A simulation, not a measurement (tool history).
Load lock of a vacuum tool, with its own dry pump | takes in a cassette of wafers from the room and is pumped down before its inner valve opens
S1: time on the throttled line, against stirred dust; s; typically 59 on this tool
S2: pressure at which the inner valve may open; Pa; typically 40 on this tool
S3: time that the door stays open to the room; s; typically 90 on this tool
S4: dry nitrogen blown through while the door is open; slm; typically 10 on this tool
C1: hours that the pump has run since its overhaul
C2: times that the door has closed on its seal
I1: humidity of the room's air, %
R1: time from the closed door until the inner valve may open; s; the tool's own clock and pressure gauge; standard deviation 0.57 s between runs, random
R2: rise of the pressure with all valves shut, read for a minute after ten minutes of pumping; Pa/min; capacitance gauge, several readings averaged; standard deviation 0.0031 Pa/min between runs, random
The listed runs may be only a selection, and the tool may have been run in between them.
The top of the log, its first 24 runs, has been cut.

{"run": 25, "day": 241.771, "S1": 53, "S2": 40, "S3": 227, "S4": 10, "C1": 6473, "C2": 36731, "I1": 43.8, "R1": 81.3, "R2": 0.273}
{"run": 26, "day": 249.671, "S1": 59, "S2": 40, "S3": 38, "S4": 10, "C1": 6662, "C2": 37292, "I1": 40.6, "R1": 87.0, "R2": 0.171}
{"run": 27, "day": 257.158, "S1": 59, "S2": 40, "S3": 91, "S4": 4, "C1": 6842, "C2": 37824, "I1": 46.3, "R1": 87.6, "R2": 0.237}
{"run": 28, "day": 270.046, "S1": 53, "S2": 40, "S3": 44, "S4": 10, "C1": 7151, "C2": 38739, "I1": 45.1, "R1": 82.9, "R2": 0.188}
{"run": 29, "day": 278.196, "S1": 53, "S2": 40, "S3": 44, "S4": 10, "C1": 7347, "C2": 39318, "I1": 43.6, "R1": 81.8, "R2": 0.187}
{"run": 30, "day": 289.521, "S1": 53, "S2": 31, "S3": 115, "S4": 10, "C1": 7619, "C2": 40122, "I1": 46.0, "R1": 83.7, "R2": 0.245}
{"run": 31, "day": 302.854, "S1": 53, "S2": 31, "S3": 62, "S4": 26, "C1": 7939, "C2": 41069, "I1": 45.7, "R1": 83.8, "R2": 0.198}
{"run": 32, "day": 313.546, "S1": 58, "S2": 31, "S3": 62, "S4": 7, "C1": 8195, "C2": 41829, "I1": 43.5, "R1": 89.2, "R2": 0.222}
{"run": 33, "day": 320.683, "S1": 58, "S2": 31, "S3": 62, "S4": 4, "C1": 8367, "C2": 42335, "I1": 45.0, "R1": 89.6, "R2": 0.234}
{"run": 34, "day": 326.6, "S1": 58, "S2": 31, "S3": 62, "S4": 4, "C1": 8509, "C2": 42756, "I1": 43.5, "R1": 88.6, "R2": 0.236}
{"run": 35, "day": 338.442, "S1": 71, "S2": 77, "S3": 212, "S4": 33, "C1": 8793, "C2": 43597, "I1": 44.4, "R1": 97.1, "R2": 0.254}
{"run": 36, "day": 345.408, "S1": 59, "S2": 40, "S3": 205, "S4": 23, "C1": 8960, "C2": 44092, "I1": 44.3, "R1": 89.1, "R2": 0.275}

Branching from run 36: 5 alternative next runs. What would each branch give?
{"day": 349.917, "done": "dry pump taken out, an overhauled one fitted"}
{"run": "A", "day": 354.658, "S1": 59, "S2": 33, "S3": 90, "S4": 10, "C1": 114, "C2": 44731, "I1": 46.2, "R1": "?", "R2": "?"}
{"day": 349.917, "done": "dry pump taken out, an overhauled one fitted"}
{"run": "B", "day": 354.658, "S1": 47, "S2": 40, "S3": 90, "S4": 24, "C1": 114, "C2": 44731, "I1": 45.5, "R1": "?", "R2": "?"}
{"day": 349.917, "done": "dry pump taken out, an overhauled one fitted"}
{"run": "C", "day": 354.658, "S1": 59, "S2": 70, "S3": 205, "S4": 10, "C1": 114, "C2": 44731, "I1": 42.5, "R1": "?", "R2": "?"}
{"day": 349.917, "done": "dry pump taken out, an overhauled one fitted"}
{"run": "D", "day": 354.658, "S1": 34, "S2": 54, "S3": 90, "S4": 6, "C1": 114, "C2": 44731, "I1": 45.3, "R1": "?", "R2": "?"}
{"day": 349.917, "done": "dry pump taken out, an overhauled one fitted"}
{"run": "E", "day": 354.658, "S1": 59, "S2": 74, "S3": 141, "S4": 16, "C1": 114, "C2": 44731, "I1": 46.0, "R1": "?", "R2": "?"}

run=A R1=81.7 R2=0.263
run=B R1=70.4 R2=0.233
run=C R1=78.6 R2=0.307
run=D R1=57.1 R2=0.266
run=E R1=78.6 R2=0.269
Without the tool's hidden state the same runs would have given:
run=A R1=82.1 R2=0.082
run=B R1=70.8 R2=0.056
run=C R1=78.9 R2=0.129
run=D R1=57.5 R2=0.087
run=E R1=78.9 R2=0.092
